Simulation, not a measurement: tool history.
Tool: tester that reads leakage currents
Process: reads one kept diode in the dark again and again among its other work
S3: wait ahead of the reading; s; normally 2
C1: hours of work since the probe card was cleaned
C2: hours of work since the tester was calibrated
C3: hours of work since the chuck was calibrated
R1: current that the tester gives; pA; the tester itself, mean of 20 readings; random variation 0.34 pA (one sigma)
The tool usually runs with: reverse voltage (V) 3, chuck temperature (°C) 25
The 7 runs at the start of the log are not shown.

run 8 day=23.992 | reverse_voltage_(V)=3 chuck_temperature_(°C)=25 S3=2 | C1=3338 C2=1582 C3=1277 | R1=113.54
run 9 day=26.154 | reverse_voltage_(V)=3 chuck_temperature_(°C)=25 S3=2 | C1=3365 C2=1608 C3=1304 | R1=113.27
run 10 day=28.271 | reverse_voltage_(V)=3 chuck_temperature_(°C)=25 S3=2 | C1=3391 C2=1634 C3=1330 | R1=114.29
run 11 day=30.875 | reverse_voltage_(V)=1.14 chuck_temperature_(°C)=25 S3=2 | C1=3422 C2=1666 C3=1361 | R1=71.34
run 12 day=32.862 | reverse_voltage_(V)=1.14 chuck_temperature_(°C)=25 S3=2 | C1=3447 C2=1690 C3=1386 | R1=71.18
run 13 day=35.271 | reverse_voltage_(V)=1.14 chuck_temperature_(°C)=25 S3=2 | C1=3476 C2=1719 C3=1415 | R1=71.34
-- day=35.996 chuck's temperature calibrated
run 14 day=38.754 | reverse_voltage_(V)=1.14 chuck_temperature_(°C)=25 S3=2 | C1=3517 C2=1761 C3=34 | R1=71.25
run 15 day=42.533 | reverse_voltage_(V)=1.14 chuck_temperature_(°C)=25 S3=0.77 | C1=3563 C2=1807 C3=80 | R1=71.82
run 16 day=45.308 | reverse_voltage_(V)=1.14 chuck_temperature_(°C)=25 S3=1.03 | C1=3597 C2=1841 C3=114 | R1=71.65
run 17 day=47.508 | reverse_voltage_(V)=2.34 chuck_temperature_(°C)=58 S3=2 | C1=3624 C2=1868 C3=140 | R1=987.58
run 18 day=49.633 | reverse_voltage_(V)=7.52 chuck_temperature_(°C)=27 S3=3.33 | C1=3650 C2=1893 C3=166 | R1=206.09
run 19 day=53.879 | reverse_voltage_(V)=5.19 chuck_temperature_(°C)=24 S3=1.47 | C1=3702 C2=1945 C3=218 | R1=137.2
run 20 day=57.221 | reverse_voltage_(V)=2.22 chuck_temperature_(°C)=41 S3=0.31 | C1=3742 C2=1986 C3=259 | R1=316.84
-- day=59.767 probe card cleaned and baked
run 21 day=60.229 | reverse_voltage_(V)=2.22 chuck_temperature_(°C)=41 S3=0.31 | C1=6 C2=2021 C3=294 | R1=315.49
run 22 day=63.108 | reverse_voltage_(V)=2.1 chuck_temperature_(°C)=29 S3=1.13 | C1=41 C2=2056 C3=329 | R1=129.39
run 23 day=65.262 | reverse_voltage_(V)=2.8 chuck_temperature_(°C)=33 S3=0.53 | C1=67 C2=2082 C3=355 | R1=200.32
run 24 day=68.067 | reverse_voltage_(V)=14.21 chuck_temperature_(°C)=31 S3=7.17 | C1=101 C2=2117 C3=389 | R1=376.53
run 25 day=70.679 | reverse_voltage_(V)=3 chuck_temperature_(°C)=24 S3=4.63 | C1=133 C2=2148 C3=421 | R1=104.71
run 26 day=72.783 | reverse_voltage_(V)=4.88 chuck_temperature_(°C)=36 S3=7.63 | C1=159 C2=2174 C3=447 | R1=322.26
run 27 day=75.112 | reverse_voltage_(V)=2.41 chuck_temperature_(°C)=27 S3=2 | C1=187 C2=2203 C3=475 | R1=118.94
run 28 day=77.342 | reverse_voltage_(V)=2.41 chuck_temperature_(°C)=27 S3=2 | C1=214 C2=2230 C3=502 | R1=118.86
run 29 day=80.6 | reverse_voltage_(V)=3 chuck_temperature_(°C)=25 S3=3.3 | C1=254 C2=2269 C3=542 | R1=113.5
run 30 day=82.975 | reverse_voltage_(V)=8.42 chuck_temperature_(°C)=25 S3=6.6 | C1=283 C2=2298 C3=571 | R1=186.94
run 31 day=85.95 | reverse_voltage_(V)=3 chuck_temperature_(°C)=24 S3=2.28 | C1=319 C2=2335 C3=607 | R1=105.06

Here are 4 independent what-if runs from the current tool condition. What would each one return?
run A day=87.683 | reverse_voltage_(V)=3 chuck_temperature_(°C)=53 S3=0.85 | C1=340 C2=2356 C3=629 | R1=?
run B day=87.683 | reverse_voltage_(V)=3.61 chuck_temperature_(°C)=20 S3=4.4 | C1=340 C2=2356 C3=629 | R1=?
run C day=87.683 | reverse_voltage_(V)=3 chuck_temperature_(°C)=54 S3=1.06 | C1=340 C2=2356 C3=629 | R1=?
run D day=87.683 | reverse_voltage_(V)=3 chuck_temperature_(°C)=20 S3=2.28 | C1=340 C2=2356 C3=629 | R1=?

run=A R1=804.74
run=B R1=84.04
run=C R1=861.37
run=D R1=77.07
Had the tool no hidden state, the same runs would have come out as:
run=A R1=805.37
run=B R1=84.12
run=C R1=862.04
run=D R1=77.14

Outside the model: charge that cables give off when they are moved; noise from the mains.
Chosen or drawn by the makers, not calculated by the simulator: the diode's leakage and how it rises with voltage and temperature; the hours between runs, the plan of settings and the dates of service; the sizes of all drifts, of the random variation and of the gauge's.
